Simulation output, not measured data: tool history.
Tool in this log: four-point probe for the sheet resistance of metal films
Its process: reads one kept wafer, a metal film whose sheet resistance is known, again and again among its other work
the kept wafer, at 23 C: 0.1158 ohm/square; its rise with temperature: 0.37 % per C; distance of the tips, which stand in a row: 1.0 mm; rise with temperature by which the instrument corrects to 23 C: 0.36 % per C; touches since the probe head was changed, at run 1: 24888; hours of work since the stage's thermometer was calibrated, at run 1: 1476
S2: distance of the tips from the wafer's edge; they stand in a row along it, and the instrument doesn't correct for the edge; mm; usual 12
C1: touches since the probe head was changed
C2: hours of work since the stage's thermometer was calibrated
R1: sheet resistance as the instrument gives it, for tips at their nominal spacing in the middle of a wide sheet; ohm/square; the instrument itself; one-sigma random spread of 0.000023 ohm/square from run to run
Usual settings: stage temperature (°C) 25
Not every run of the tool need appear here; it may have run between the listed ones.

{"run": 1, "hour": 0.0, "stage temperature (°C)": 25, "S2": 12, "C1": 24888, "C2": 1476, "R1": 0.116496}
{"run": 2, "hour": 22.2, "stage temperature (°C)": 25, "S2": 12, "C1": 25400, "C2": 1485, "R1": 0.116514}
{"run": 3, "hour": 40.4, "stage temperature (°C)": 25, "S2": 12, "C1": 25819, "C2": 1493, "R1": 0.116543}
{"run": 4, "hour": 60.0, "stage temperature (°C)": 25, "S2": 12, "C1": 26274, "C2": 1501, "R1": 0.116511}
{"run": 5, "hour": 83.0, "stage temperature (°C)": 25, "S2": 12, "C1": 26805, "C2": 1510, "R1": 0.116538}
{"run": 6, "hour": 103.9, "stage temperature (°C)": 25, "S2": 12, "C1": 27288, "C2": 1518, "R1": 0.116534}
{"run": 7, "hour": 125.5, "stage temperature (°C)": 25, "S2": 12, "C1": 27785, "C2": 1527, "R1": 0.116534}
{"run": 8, "hour": 151.5, "stage temperature (°C)": 25, "S2": 12, "C1": 28384, "C2": 1537, "R1": 0.116536}
{"run": 9, "hour": 167.8, "stage temperature (°C)": 25, "S2": 12, "C1": 28761, "C2": 1544, "R1": 0.116562}
{"run": 10, "hour": 181.5, "stage temperature (°C)": 25, "S2": 12, "C1": 29079, "C2": 1550, "R1": 0.116544}
{"run": 11, "hour": 208.0, "stage temperature (°C)": 25, "S2": 12, "C1": 29690, "C2": 1560, "R1": 0.116551}
{"run": 12, "hour": 224.7, "stage temperature (°C)": 25, "S2": 12, "C1": 30076, "C2": 1567, "R1": 0.116564}
{"run": 13, "hour": 239.7, "stage temperature (°C)": 25, "S2": 12, "C1": 30422, "C2": 1573, "R1": 0.116541}
{"run": 14, "hour": 266.8, "stage temperature (°C)": 25, "S2": 12, "C1": 31047, "C2": 1584, "R1": 0.116567}
{"run": 15, "hour": 286.0, "stage temperature (°C)": 25, "S2": 12, "C1": 31490, "C2": 1592, "R1": 0.116631}
{"run": 16, "hour": 307.4, "stage temperature (°C)": 25, "S2": 12, "C1": 31984, "C2": 1600, "R1": 0.116582}
{"run": 17, "hour": 331.9, "stage temperature (°C)": 25, "S2": 12, "C1": 32550, "C2": 1610, "R1": 0.116633}
{"run": 18, "hour": 350.2, "stage temperature (°C)": 25, "S2": 12, "C1": 32972, "C2": 1618, "R1": 0.116629}
{"run": 19, "hour": 376.7, "stage temperature (°C)": 25, "S2": 12, "C1": 33585, "C2": 1628, "R1": 0.116604}
{"run": 20, "hour": 399.6, "stage temperature (°C)": 25, "S2": 12, "C1": 34114, "C2": 1638, "R1": 0.116627}
{"run": 21, "hour": 425.0, "stage temperature (°C)": 25, "S2": 12, "C1": 34700, "C2": 1648, "R1": 0.116612}
{"run": 22, "hour": 436.6, "stage temperature (°C)": 25, "S2": 12, "C1": 34966, "C2": 1653, "R1": 0.116586}
{"run": 23, "hour": 457.8, "stage temperature (°C)": 33, "S2": 12, "C1": 35457, "C2": 1661, "R1": 0.116698}
{"run": 24, "hour": 478.0, "stage temperature (°C)": 20, "S2": 3, "C1": 35924, "C2": 1669, "R1": 0.122732}
{"run": 25, "hour": 495.2, "stage temperature (°C)": 31, "S2": 6, "C1": 36321, "C2": 1676, "R1": 0.117927}
{"run": 26, "hour": 514.1, "stage temperature (°C)": 31, "S2": 6, "C1": 36757, "C2": 1684, "R1": 0.118008}
{"run": 27, "hour": 541.1, "stage temperature (°C)": 24, "S2": 4, "C1": 37380, "C2": 1695, "R1": 0.120003}
{"run": 28, "hour": 556.2, "stage temperature (°C)": 24, "S2": 4, "C1": 37729, "C2": 1701, "R1": 0.120004}
{"run": 29, "hour": 569.7, "stage temperature (°C)": 31, "S2": 3, "C1": 38040, "C2": 1706, "R1": 0.122774}
{"run": 30, "hour": 588.4, "stage temperature (°C)": 28, "S2": 12, "C1": 38472, "C2": 1714, "R1": 0.11665}
{"run": 31, "hour": 613.5, "stage temperature (°C)": 26, "S2": 31, "C1": 39050, "C2": 1724, "R1": 0.116333}
{"run": 32, "hour": 626.7, "stage temperature (°C)": 26, "S2": 31, "C1": 39356, "C2": 1729, "R1": 0.116318}
{"run": 33, "hour": 648.9, "stage temperature (°C)": 26, "S2": 7, "C1": 39869, "C2": 1738, "R1": 0.117507}
{"run": 34, "hour": 665.9, "stage temperature (°C)": 31, "S2": 27, "C1": 40260, "C2": 1745, "R1": 0.11631}
{"run": 35, "hour": 685.4, "stage temperature (°C)": 31, "S2": 27, "C1": 40710, "C2": 1753, "R1": 0.116362}

Some steps in R1, run to run, broken into two amounts with sign: the step expected even without the hidden condition (settings, incoming material, random variation), and the rest, left for the hidden condition together with whatever gauge scatter is not in both the measured and the hidden-condition-free result:
Unlogged tool condition in this case: inner tips' distance over the nominal, %; tips' flats over new ones', %; wafer's true temperature over the reading, C; drift of the gauge itself on sheet_ohm, %.
Run 23 -> 24: stage temperature (°C) 33 -> 20, S2 12 -> 3. R1 +0.006034 ohm/square: hidden state +0.000034, all else +0.006.
Run 24 -> 25: stage temperature (°C) 20 -> 31, S2 3 -> 6. R1 -0.004805 ohm/square: hidden state -0.00002, all else -0.004785.
Run 26 -> 27: stage temperature (°C) 31 -> 24, S2 6 -> 4. R1 +0.001995 ohm/square: hidden state +0.000019, all else +0.001976.
Run 29 -> 30: stage temperature (°C) 31 -> 28, S2 3 -> 12. R1 -0.006124 ohm/square: hidden state -0.000013, all else -0.006111.

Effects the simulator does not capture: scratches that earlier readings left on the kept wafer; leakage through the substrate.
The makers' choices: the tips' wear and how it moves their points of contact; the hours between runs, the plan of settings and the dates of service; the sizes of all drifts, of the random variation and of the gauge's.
